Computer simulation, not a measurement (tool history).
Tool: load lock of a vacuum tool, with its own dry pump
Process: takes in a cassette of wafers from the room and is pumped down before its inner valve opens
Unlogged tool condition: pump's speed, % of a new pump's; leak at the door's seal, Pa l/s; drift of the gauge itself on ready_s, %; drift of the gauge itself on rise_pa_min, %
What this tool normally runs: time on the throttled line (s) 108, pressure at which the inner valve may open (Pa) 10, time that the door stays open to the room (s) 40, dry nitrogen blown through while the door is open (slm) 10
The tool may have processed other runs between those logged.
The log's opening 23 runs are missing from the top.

run	hour	time on the throttled line (s)	pressure at which the inner valve may open (Pa)	time that the door stays open to the room (s)	dry nitrogen blown through while the door is open (slm)	hours that the pump has run since its overhaul	times that the door has closed on its seal	incoming humidity of the room's air, %	time from the closed door until the inner valve may open (s)	rise of the pressure with all valves shut (Pa/min)
24	4184.3	108	10	40	9	14193	13482	44.2	217.2	0.092
25	4355.6	76	18	238	4	14364	13870	46.4	179.7	0.128
26	4615.3	132	18	238	4	14624	14458	44.9	230.1	0.131
27	4886.0	132	18	238	4	14895	15071	43.9	228.8	0.136
28	5103.3	132	18	238	38	15112	15563	46.1	227.9	0.101
29	5340.6	132	18	238	38	15349	16100	46.4	228.5	0.104
30	5563.5	132	18	238	38	15572	16605	45.2	230.9	0.110
31	5800.5	132	10	238	38	15809	17142	45.0	240.5	0.118
32	5924.2	194	10	28	38	15933	17422	45.4	296.0	0.108
33	6037.5	194	10	28	38	16046	17678	43.2	290.7	0.109
34	6222.7	108	10	40	24	16231	18098	45.1	222.9	0.117
35	6493.0	108	10	40	24	16502	18709	49.9	223.4	0.125
36	6654.0	105	17	192	24	16663	19074	42.8	210.6	0.131
37	6902.9	142	17	49	24	16912	19638	43.5	244.5	0.128

Each row is a separate what-if for the run after 37, all from the same tool condition, not one after another. Results?
A	7145.1	165	8	40	10	17154	20186	42.1	?	?
B	7145.1	142	18	49	24	17154	20186	47.0	?	?
C	7145.1	201	17	40	10	17154	20186	43.7	?	?

run	time from the closed door until the inner valve may open (s)	rise of the pressure with all valves shut (Pa/min)
A	277.4	0.146
B	240.0	0.139
C	293.8	0.139
With no hidden state in the tool, these same runs would have given:
run	time from the closed door until the inner valve may open (s)	rise of the pressure with all valves shut (Pa/min)
A	253.1	0.021
B	218.0	0.017
C	273.8	0.016
